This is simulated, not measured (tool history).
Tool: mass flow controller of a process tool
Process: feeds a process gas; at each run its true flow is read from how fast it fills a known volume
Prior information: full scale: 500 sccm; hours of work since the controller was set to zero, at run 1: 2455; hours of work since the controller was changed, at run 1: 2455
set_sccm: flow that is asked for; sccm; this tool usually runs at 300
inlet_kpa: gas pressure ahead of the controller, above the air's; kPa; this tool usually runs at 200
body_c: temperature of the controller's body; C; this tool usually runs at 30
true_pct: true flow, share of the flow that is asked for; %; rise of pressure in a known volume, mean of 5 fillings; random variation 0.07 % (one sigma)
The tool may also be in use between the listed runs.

run	hour	set_sccm	inlet_kpa	body_c	hours of work since the controller was set to zero	hours of work since the controller was changed	true_pct
1	0.0	300	200	30	2455	2455	98.31
2	85.0	300	200	30	2498	2498	98.31
3	164.9	404	200	30	2538	2538	98.67
4	301.2	367	200	30	2606	2606	98.57
5	387.4	367	200	30	2649	2649	98.50
6	547.5	367	200	30	2729	2729	98.43
7	696.7	300	248	30	2804	2804	98.47
8	805.4	300	259	30	2859	2859	98.70
9	891.8	300	259	30	2902	2902	98.66
10	1014.7	300	259	30	2963	2963	98.66
11	1142.1	300	259	30	3027	3027	98.54
12	1298.9	300	259	30	3106	3106	98.55
13	1421.4	394	200	30	3167	3167	98.55
14	1583.7	394	200	30	3248	3248	98.39
15	1709.2	394	200	30	3311	3311	98.43
16	1789.4	394	200	30	3351	3351	98.47
17	1901.2	226	200	30	3407	3407	97.76
18	1995.2	226	141	30	3455	3455	97.18
19	2128.1	300	200	40	3521	3521	97.40
20	2198.0	300	200	40	3556	3556	97.36
21	2305.6	300	200	40	3610	3610	97.48
22	2427.2	300	200	30	3671	3671	97.99
23	2594.9	300	200	30	3755	3755	98.02
24	2763.7	56	211	30	3840	3840	95.98
25	2879.9	56	211	30	3898	3898	95.84
26	3031.2	286	200	33	3974	3974	97.77
27	3174.7	147	162	30	4045	4045	96.89
28	3265.8	300	154	22	4091	4091	98.16
29	3428.9	300	154	29	4173	4173	97.57
30	3563.5	86	153	25	4240	4240	96.34
31	3721.4	321	275	26	4319	4319	98.83
32	3809.1	368	276	27	4363	4363	98.84
33	3954.2	368	277	24	4436	4436	99.10
34	4067.1	368	277	24	4492	4492	99.01

For run 35, what comes out?
35	4183.5	300	200	21	4551	4551	?

true_pct: 98.16 %
Minus the tool's unlogged condition, the same run would have read true_pct 99.35 %.
